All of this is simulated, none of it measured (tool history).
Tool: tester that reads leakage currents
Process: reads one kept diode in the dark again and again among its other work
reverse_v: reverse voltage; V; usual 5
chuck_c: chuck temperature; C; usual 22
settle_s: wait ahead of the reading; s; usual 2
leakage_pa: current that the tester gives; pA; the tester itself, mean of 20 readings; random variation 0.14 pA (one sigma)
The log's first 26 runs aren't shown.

run	hour	reverse_v	chuck_c	settle_s	hours of work since the probe card was cleaned	hours of work since the tester was calibrated	hours of work since the chuck was calibrated	leakage_pa
27	4424.1	3.15	31	1.72	340	3072	366	78.66
28	4597	3.15	31	1.72	477	3209	504	78.62
29	4708.8	7.65	31	1.52	566	3298	592	113.44
30	4831.3	7.65	31	1.52	663	3395	690	113.29
31	5068.5	9.17	27	6.71	851	3584	878	84.16
32	5252.7	1.05	25	9.17	998	3730	1024	29.53
33	5361.2	2.01	25	4.94	1084	3816	1110	38.41
34	5592.5	2.01	25	4.94	1267	3999	1294	38.35
35	5703.7	2.01	25	4.94	1356	4088	1382	38.25
36	5888.2	10.21	47	6.14	1502	4234	1528	473.84
# hour 5953.1: chuck's temperature calibrated
# hour 6012.7: probe card cleaned and baked
37	6066.4	2.23	26	0.48	43	4372	88	45.2
38	6213.5	7.11	24	0.48	159	4488	204	63.2
# hour 6329: tester calibrated
39	6449.6	7.11	24	0.48	345	96	390	62.89
40	6682.6	6.15	22	0.48	530	281	575	49.62

3 ways to go on from here, each from the tool as it stands after run 40. What would each give?
A	6815	5	36	5.23	635	386	680	?
B	6815	15.56	21	2.7	635	386	680	?
C	6815	1.58	30	0.48	635	386	680	?

run	leakage_pa
A	145.3
B	61.48
C	55.92
Without the tool's hidden state the same runs would have given:
run	leakage_pa
A	145.31
B	61.46
C	55.93
